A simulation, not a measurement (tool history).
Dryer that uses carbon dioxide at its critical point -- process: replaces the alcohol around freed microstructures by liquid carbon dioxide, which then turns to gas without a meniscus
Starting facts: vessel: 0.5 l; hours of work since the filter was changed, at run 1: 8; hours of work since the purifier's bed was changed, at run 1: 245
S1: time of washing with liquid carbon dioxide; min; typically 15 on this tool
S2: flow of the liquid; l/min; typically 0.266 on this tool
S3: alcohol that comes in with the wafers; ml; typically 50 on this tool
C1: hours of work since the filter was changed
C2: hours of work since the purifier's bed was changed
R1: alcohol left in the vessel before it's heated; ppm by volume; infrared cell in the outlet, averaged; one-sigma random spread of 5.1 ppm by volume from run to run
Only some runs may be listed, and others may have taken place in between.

{"run": 1, "hour": 0.0, "S1": 15, "S2": 0.266, "S3": 50, "C1": 8, "C2": 245, "R1": 98}
{"run": 2, "hour": 47.7, "S1": 15, "S2": 0.266, "S3": 50, "C1": 23, "C2": 260, "R1": 98}
{"run": 3, "hour": 93.3, "S1": 15, "S2": 0.266, "S3": 50, "C1": 37, "C2": 274, "R1": 103}
{"run": 4, "hour": 138.4, "S1": 15, "S2": 0.266, "S3": 53, "C1": 51, "C2": 288, "R1": 115}
{"run": 5, "hour": 181.6, "S1": 15, "S2": 0.266, "S3": 50, "C1": 64, "C2": 302, "R1": 111}
{"run": 6, "hour": 208.6, "S1": 15, "S2": 0.266, "S3": 36, "C1": 73, "C2": 310, "R1": 93}
{"run": 7, "hour": 243.9, "S1": 15, "S2": 0.266, "S3": 50, "C1": 84, "C2": 321, "R1": 117}
{"run": 8, "hour": 276.0, "S1": 15, "S2": 0.266, "S3": 50, "C1": 93, "C2": 331, "R1": 125}
{"run": 9, "hour": 311.9, "S1": 15, "S2": 0.266, "S3": 50, "C1": 105, "C2": 342, "R1": 125}
{"run": 10, "hour": 362.2, "S1": 15, "S2": 0.266, "S3": 50, "C1": 120, "C2": 358, "R1": 134}
{"run": 11, "hour": 413.1, "S1": 15, "S2": 0.266, "S3": 50, "C1": 136, "C2": 373, "R1": 145}
{"run": 12, "hour": 435.0, "S1": 15, "S2": 0.266, "S3": 50, "C1": 143, "C2": 380, "R1": 146}
{"run": 13, "hour": 466.2, "S1": 15, "S2": 0.266, "S3": 50, "C1": 153, "C2": 390, "R1": 160}
{"run": 14, "hour": 512.6, "S1": 15, "S2": 0.266, "S3": 50, "C1": 167, "C2": 404, "R1": 167}
{"run": 15, "hour": 545.4, "S1": 15, "S2": 0.41, "S3": 50, "C1": 177, "C2": 414, "R1": 39}
{"run": 16, "hour": 587.7, "S1": 15, "S2": 0.41, "S3": 50, "C1": 190, "C2": 428, "R1": 49}
{"run": 17, "hour": 631.0, "S1": 15, "S2": 0.41, "S3": 50, "C1": 204, "C2": 441, "R1": 43}
{"run": 18, "hour": 667.1, "S1": 15, "S2": 0.41, "S3": 50, "C1": 215, "C2": 452, "R1": 42}
{"run": 19, "hour": 699.4, "S1": 11, "S2": 0.163, "S3": 31, "C1": 225, "C2": 462, "R1": 3240}
{"run": 20, "hour": 722.8, "S1": 10, "S2": 0.246, "S3": 31, "C1": 232, "C2": 470, "R1": 1146}
{"run": 21, "hour": 748.8, "S1": 10, "S2": 0.246, "S3": 56, "C1": 240, "C2": 478, "R1": 2029}
{"run": 22, "hour": 783.7, "S1": 23, "S2": 0.354, "S3": 22, "C1": 251, "C2": 488, "R1": 52}
{"run": 23, "hour": 835.6, "S1": 9, "S2": 0.354, "S3": 22, "C1": 267, "C2": 505, "R1": 323}
{"run": 24, "hour": 861.1, "S1": 14, "S2": 0.177, "S3": 50, "C1": 275, "C2": 512, "R1": 1812}
{"run": 25, "hour": 906.3, "S1": 14, "S2": 0.177, "S3": 50, "C1": 289, "C2": 526, "R1": 1930}
{"run": 26, "hour": 933.0, "S1": 14, "S2": 0.177, "S3": 50, "C1": 297, "C2": 535, "R1": 1921}
{"run": 27, "hour": 981.9, "S1": 14, "S2": 0.177, "S3": 50, "C1": 313, "C2": 550, "R1": 1990}
{"run": 28, "hour": 1006.5, "S1": 14, "S2": 0.177, "S3": 50, "C1": 320, "C2": 558, "R1": 2037}
{"run": 29, "hour": 1057.5, "S1": 19, "S2": 0.282, "S3": 53, "C1": 336, "C2": 573, "R1": 96}
{"run": 30, "hour": 1104.4, "S1": 15, "S2": 0.231, "S3": 50, "C1": 351, "C2": 588, "R1": 539}

Below, some changes in R1 between adjacent runs. For each, the amount present without the hidden state too (settings, incoming material, random variation) and the amount remaining for the hidden state with gauge scatter not shared by both compared results:
Hidden state present: flow that reaches the vessel past the clogged filter, %; alcohol in the recycled carbon dioxide, ppm; drift of the gauge itself on alcohol_ppm, %.
Run 18 -> 19: S1 15 -> 11, S2 0.410 -> 0.163, S3 50 -> 31. R1 +3198 ppm by volume: hidden state +944, all else +2254.
Run 19 -> 20: S1 11 -> 10, S2 0.163 -> 0.246. R1 -2094 ppm by volume: hidden state -517, all else -1577.
Run 21 -> 22: S1 10 -> 23, S2 0.246 -> 0.354, S3 56 -> 22. R1 -1977 ppm by volume: hidden state -789, all else -1188.
Run 28 -> 29: S1 14 -> 19, S2 0.177 -> 0.282, S3 50 -> 53. R1 -1941 ppm by volume: hidden state -962, all else -979.

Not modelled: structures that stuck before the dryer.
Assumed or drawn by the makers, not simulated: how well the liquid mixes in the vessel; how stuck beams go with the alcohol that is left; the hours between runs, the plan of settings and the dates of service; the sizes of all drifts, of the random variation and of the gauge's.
